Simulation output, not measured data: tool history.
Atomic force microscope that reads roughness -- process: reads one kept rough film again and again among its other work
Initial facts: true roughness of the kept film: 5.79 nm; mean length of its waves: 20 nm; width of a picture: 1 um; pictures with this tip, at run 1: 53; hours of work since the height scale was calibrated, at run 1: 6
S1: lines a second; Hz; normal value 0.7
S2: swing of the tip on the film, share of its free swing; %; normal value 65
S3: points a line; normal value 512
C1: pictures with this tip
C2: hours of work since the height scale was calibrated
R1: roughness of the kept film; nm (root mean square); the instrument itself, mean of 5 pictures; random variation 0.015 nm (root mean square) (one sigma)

run 1 hour=0 | S1=0.7 S2=65 S3=512 | C1=53 C2=6 | R1=2.567
run 2 hour=13.1 | S1=0.7 S2=65 S3=512 | C1=87 C2=16 | R1=2.178
run 3 hour=25.6 | S1=0.7 S2=65 S3=512 | C1=120 C2=26 | R1=1.922
run 4 hour=32.1 | S1=0.7 S2=65 S3=512 | C1=137 C2=31 | R1=1.766
-- hour=36.2 new tip fitted
run 5 hour=46 | S1=0.7 S2=65 S3=512 | C1=25 C2=41 | R1=3.028
run 6 hour=59.5 | S1=0.7 S2=65 S3=512 | C1=61 C2=52 | R1=2.473
run 7 hour=72.8 | S1=1.344 S2=65 S3=397 | C1=95 C2=62 | R1=2.049
run 8 hour=82.2 | S1=0.7 S2=65 S3=793 | C1=120 C2=69 | R1=1.919
-- hour=93.2 new tip fitted
run 9 hour=93.9 | S1=0.7 S2=72 S3=451 | C1=2 C2=78 | R1=3.315
run 10 hour=101.9 | S1=0.7 S2=72 S3=451 | C1=23 C2=84 | R1=2.878
run 11 hour=109.7 | S1=0.7 S2=72 S3=451 | C1=44 C2=90 | R1=2.544
run 12 hour=119.3 | S1=0.7 S2=72 S3=451 | C1=69 C2=98 | R1=2.245

Forecast each of these 4 alternatives for the next run:
run A hour=128.9 | S1=0.7 S2=72 S3=494 | C1=94 C2=105 | R1=?
run B hour=128.9 | S1=0.7 S2=77 S3=451 | C1=94 C2=105 | R1=?
run C hour=128.9 | S1=3.479 S2=70 S3=430 | C1=94 C2=105 | R1=?
run D hour=128.9 | S1=0.7 S2=72 S3=933 | C1=94 C2=105 | R1=?

run=A R1=2.019
run=B R1=2.001
run=C R1=1.745
run=D R1=2.033
Stripped of hidden state, with their random variation kept, the same runs would have yielded:
run=A R1=3.487
run=B R1=3.458
run=C R1=3.014
run=D R1=3.513

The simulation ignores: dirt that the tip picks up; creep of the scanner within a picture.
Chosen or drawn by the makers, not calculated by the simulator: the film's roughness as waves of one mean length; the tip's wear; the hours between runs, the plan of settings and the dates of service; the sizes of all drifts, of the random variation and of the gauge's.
